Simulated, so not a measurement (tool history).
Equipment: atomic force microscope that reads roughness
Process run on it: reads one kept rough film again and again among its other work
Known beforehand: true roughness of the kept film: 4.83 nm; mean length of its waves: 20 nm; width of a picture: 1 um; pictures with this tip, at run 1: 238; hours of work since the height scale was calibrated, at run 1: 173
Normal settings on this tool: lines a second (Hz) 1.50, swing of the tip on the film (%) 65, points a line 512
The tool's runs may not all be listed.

run,hour,lines a second (Hz),swing of the tip on the film (%),points a line,pictures with this tip,hours of work since the height scale was calibrated,roughness of the kept film (nm (root mean square))
1,0.0,1.50,65,512,238,173,1.998
2,34.9,1.50,65,693,291,201,1.840
# hour 83.5: new tip fitted
3,96.9,1.80,65,512,20,250,2.853
4,168.0,1.80,65,512,127,307,2.306
5,205.1,1.80,65,512,183,336,2.071
6,239.3,1.80,65,512,235,363,1.888
7,281.4,1.80,65,512,299,397,1.712
# hour 326.0: new tip fitted
8,333.5,1.50,65,512,11,438,2.935
9,400.6,1.50,65,512,113,491,2.319
10,437.4,1.50,65,512,168,521,2.111
11,487.1,1.50,65,512,243,560,1.878
12,527.0,1.50,65,512,304,592,1.711
# hour 566.8: new tip fitted
13,586.9,1.50,65,512,31,639,2.800
14,650.6,1.50,65,512,127,690,2.265
15,684.1,1.50,65,512,177,716,2.073
16,728.8,1.50,65,512,245,752,1.867
17,802.1,1.50,65,512,356,810,1.595
# hour 806.0: new tip fitted
18,852.1,1.50,65,512,69,850,2.622
19,923.1,1.69,65,512,177,906,2.144
20,973.7,1.69,65,512,253,947,1.891
21,1019.4,1.69,65,512,322,983,1.686
# hour 1048.0: new tip fitted
22,1074.0,1.69,65,512,39,1026,2.745
23,1115.8,1.69,65,512,102,1059,2.383
24,1179.5,1.50,65,512,198,1110,2.007
25,1249.2,1.50,65,512,304,1165,1.691
# hour 1288.6: new tip fitted
26,1310.2,1.50,65,512,33,1214,2.810
27,1368.9,1.50,65,512,122,1260,2.343
28,1412.1,1.50,65,512,187,1295,2.086
29,1472.2,0.54,82,459,278,1342,1.808
30,1520.7,1.50,79,512,351,1381,1.531
# hour 1527.7: new tip fitted
31,1590.2,0.63,65,302,94,1436,2.543
32,1636.8,1.16,71,512,165,1473,2.207
33,1671.7,1.44,88,353,217,1501,1.798
34,1739.6,2.35,66,271,320,1555,1.622
# hour 1768.8: new tip fitted
35,1812.4,1.50,65,336,66,1612,2.598
36,1850.2,2.37,79,360,123,1642,2.050
37,1913.3,0.53,66,276,219,1693,1.948
38,1983.0,2.66,70,532,324,1748,1.530
# hour 2010.9: new tip fitted
39,2023.3,0.98,70,385,19,1780,2.951
40,2095.1,1.50,83,512,127,1837,2.182
41,2142.8,2.38,83,512,200,1875,1.796
# hour 2172.8: height scale calibrated on a step standard
42,2199.6,2.38,83,512,284,21,1.537
# hour 2256.6: new tip fitted
43,2269.5,0.51,72,512,20,77,2.958
44,2302.0,0.51,72,854,69,102,2.680
45,2358.7,0.62,61,294,154,148,2.221
46,2398.7,0.62,89,390,215,179,1.923
47,2447.7,1.72,89,492,289,218,1.512
# hour 2499.1: new tip fitted
48,2511.6,1.50,80,900,19,269,2.779
49,2584.3,0.76,67,512,128,327,2.388
50,2642.3,2.40,78,442,216,373,1.792
51,2680.9,2.40,78,442,274,404,1.637
# hour 2742.4: new tip fitted
52,2750.2,2.40,78,442,11,458,2.691

3 options for the next run, each taken on its own from the tool as it stands now. Forecast them:
A,2822.9,1.50,86,512,121,516,?
B,2822.9,1.64,65,806,121,516,?
C,2822.9,0.90,85,476,121,516,?

run,roughness of the kept film (nm (root mean square))
A,2.138
B,2.337
C,2.255
With no hidden state in the tool, these same runs would have given:
run,roughness of the kept film (nm (root mean square))
A,2.809
B,3.072
C,2.964
